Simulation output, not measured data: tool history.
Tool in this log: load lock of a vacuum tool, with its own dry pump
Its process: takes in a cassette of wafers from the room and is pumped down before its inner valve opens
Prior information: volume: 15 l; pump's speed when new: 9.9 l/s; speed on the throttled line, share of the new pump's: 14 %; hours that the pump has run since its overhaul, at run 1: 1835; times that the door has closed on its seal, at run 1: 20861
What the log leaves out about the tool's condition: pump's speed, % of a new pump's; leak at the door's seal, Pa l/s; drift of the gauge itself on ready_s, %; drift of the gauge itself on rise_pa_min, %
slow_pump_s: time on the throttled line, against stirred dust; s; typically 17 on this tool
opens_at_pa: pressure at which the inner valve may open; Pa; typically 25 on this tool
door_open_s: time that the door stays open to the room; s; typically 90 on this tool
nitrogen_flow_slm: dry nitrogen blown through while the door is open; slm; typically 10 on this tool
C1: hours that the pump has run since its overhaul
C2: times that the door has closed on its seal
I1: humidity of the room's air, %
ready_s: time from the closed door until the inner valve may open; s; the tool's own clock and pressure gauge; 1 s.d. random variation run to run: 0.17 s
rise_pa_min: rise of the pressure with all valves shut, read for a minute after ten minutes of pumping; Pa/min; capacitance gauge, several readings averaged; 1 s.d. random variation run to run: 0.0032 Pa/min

run 1 day=0 | slow_pump_s=17 opens_at_pa=25 door_open_s=90 nitrogen_flow_slm=10 | C1=1835 C2=20861 | I1=43.6 | ready_s=27 rise_pa_min=0.097
run 2 day=1.812 | slow_pump_s=17 opens_at_pa=25 door_open_s=90 nitrogen_flow_slm=10 | C1=1878 C2=20969 | I1=43.3 | ready_s=27.5 rise_pa_min=0.101
run 3 day=4.275 | slow_pump_s=17 opens_at_pa=25 door_open_s=90 nitrogen_flow_slm=7 | C1=1937 C2=21117 | I1=45.2 | ready_s=27.5 rise_pa_min=0.109
run 4 day=6.438 | slow_pump_s=17 opens_at_pa=25 door_open_s=90 nitrogen_flow_slm=7 | C1=1989 C2=21246 | I1=44.2 | ready_s=27.6 rise_pa_min=0.106
run 5 day=10.175 | slow_pump_s=17 opens_at_pa=25 door_open_s=90 nitrogen_flow_slm=7 | C1=2079 C2=21470 | I1=49.3 | ready_s=27.3 rise_pa_min=0.122
run 6 day=13.604 | slow_pump_s=17 opens_at_pa=25 door_open_s=44 nitrogen_flow_slm=10 | C1=2161 C2=21676 | I1=41.7 | ready_s=27 rise_pa_min=0.067
run 7 day=16.308 | slow_pump_s=17 opens_at_pa=25 door_open_s=44 nitrogen_flow_slm=10 | C1=2226 C2=21838 | I1=45.5 | ready_s=27.2 rise_pa_min=0.069
run 8 day=19.925 | slow_pump_s=17 opens_at_pa=25 door_open_s=44 nitrogen_flow_slm=10 | C1=2313 C2=22054 | I1=44.9 | ready_s=27.4 rise_pa_min=0.066
run 9 day=23.408 | slow_pump_s=24 opens_at_pa=25 door_open_s=52 nitrogen_flow_slm=10 | C1=2397 C2=22263 | I1=43.8 | ready_s=33.4 rise_pa_min=0.08

What will run 10 give?
run 10 day=26.475 | slow_pump_s=24 opens_at_pa=22 door_open_s=40 nitrogen_flow_slm=26 | C1=2470 C2=22447 | I1=42.4 | ready_s=? rise_pa_min=?

ready_s: 33.6 s
rise_pa_min: 0.05 Pa/min
Were there no unlogged condition in the tool, this run, its random variation unchanged, would have produced ready_s 33.6 s, rise_pa_min 0.049 Pa/min.
